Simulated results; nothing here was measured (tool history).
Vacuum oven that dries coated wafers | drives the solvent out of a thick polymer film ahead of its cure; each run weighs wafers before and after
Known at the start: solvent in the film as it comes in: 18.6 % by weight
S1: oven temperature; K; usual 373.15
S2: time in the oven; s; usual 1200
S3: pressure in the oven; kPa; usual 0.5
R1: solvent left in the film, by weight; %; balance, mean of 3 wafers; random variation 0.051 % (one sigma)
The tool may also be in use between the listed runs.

run,hour,S1,S2,S3,R1
1,0,373.15,1200,0.5,0.81
2,23.3,373.15,1200,0.5,0.9
3,52.3,373.15,1200,0.5,0.8
4,91.8,373.15,1200,0.5,0.91
5,119.3,385.15,1200,0.5,0.23
6,155.2,385.15,1200,0.5,0.23
7,190.9,373.15,1200,0.5,0.89
8,222,373.15,1200,0.5,0.85
9,251.3,373.15,1200,0.5,0.86
10,287.9,373.15,1200,0.5,0.87
11,311.6,373.15,1200,0.5,0.78
12,344.4,373.15,1200,0.5,0.82
13,383.5,371.15,1200,0.5,1.05
14,406.7,371.15,1200,0.852,1.23
15,437.9,371.15,1200,0.852,1.23
16,473.3,371.15,1200,1.023,1.24
17,498.8,373.15,1080,0.5,1.04
18,518.6,373.15,1620,0.5,0.41
19,544.4,373.15,1620,1.675,0.84
20,574.2,373.15,1620,1.675,0.9
21,596.1,373.15,1620,1.675,0.95
22,629.4,373.15,720,0.5,2.49
23,656.5,373.15,1620,0.5,0.54
24,675.9,386.15,1620,0.5,0.15
25,699.2,367.15,660,0.382,4.06
26,723,378.15,1200,1.223,0.73
27,762,378.15,1200,1.223,0.79
28,798.3,378.15,1200,1.223,0.76
29,816.5,373.15,1680,1.567,0.8
30,836.7,372.15,1200,0.5,0.97
31,862.4,372.15,1020,0.257,1.27
32,895.9,363.15,1140,0.428,2.34
33,930.1,361.15,1140,0.428,2.95
34,967.3,386.15,1200,0.5,0.36
35,1001.4,386.15,1200,0.5,0.32
36,1028.1,385.15,1800,0.876,0.36
37,1053.5,373.15,1200,0.318,0.81
38,1081.8,362.15,1200,0.5,2.53
39,1115.3,365.15,1200,0.519,1.86
40,1152.5,381.15,1560,0.321,0.32
41,1188.4,364.15,660,1.174,5.17
42,1206.4,369.15,660,1.174,3.85
43,1242.1,369.15,660,1.174,3.89
44,1279.5,372.15,1200,0.41,0.94
45,1305.6,372.15,1200,0.41,0.94
46,1329.2,370.15,1800,1.899,1.09

Measured less the same run without the tool's hidden state. The same run-to-run variation is in both; the gauge's scatter may not be:
The hidden state here: true wafer temperature over the reading, C; true pressure over the reading, kPa; drift of the gauge itself on solvent_pct, %.
run,R1
1,+0.08
2,+0.09
3,+0.09
4,+0.09
5,+0.05
6,+0.05
7,+0.1
8,+0.1
9,+0.1
10,+0.1
11,+0.11
12,+0.11
13,+0.12
14,+0.12
15,+0.12
16,+0.12
17,+0.11
18,+0.12
19,+0.11
20,+0.12
21,+0.12
22,+0.11
23,+0.12
24,+0.08
25,+0.12
26,+0.11
27,+0.11
28,+0.12
29,+0.13
30,+0.13
31,+0.13
32,+0.17
33,+0.18
34,+0.1
35,+0.1
36,+0.11
37,+0.14
38,+0.18
39,+0.17
40,+0.13
41,+0.11
42,+0.1
43,+0.1
44,+0.15
45,+0.16
46,+0.19
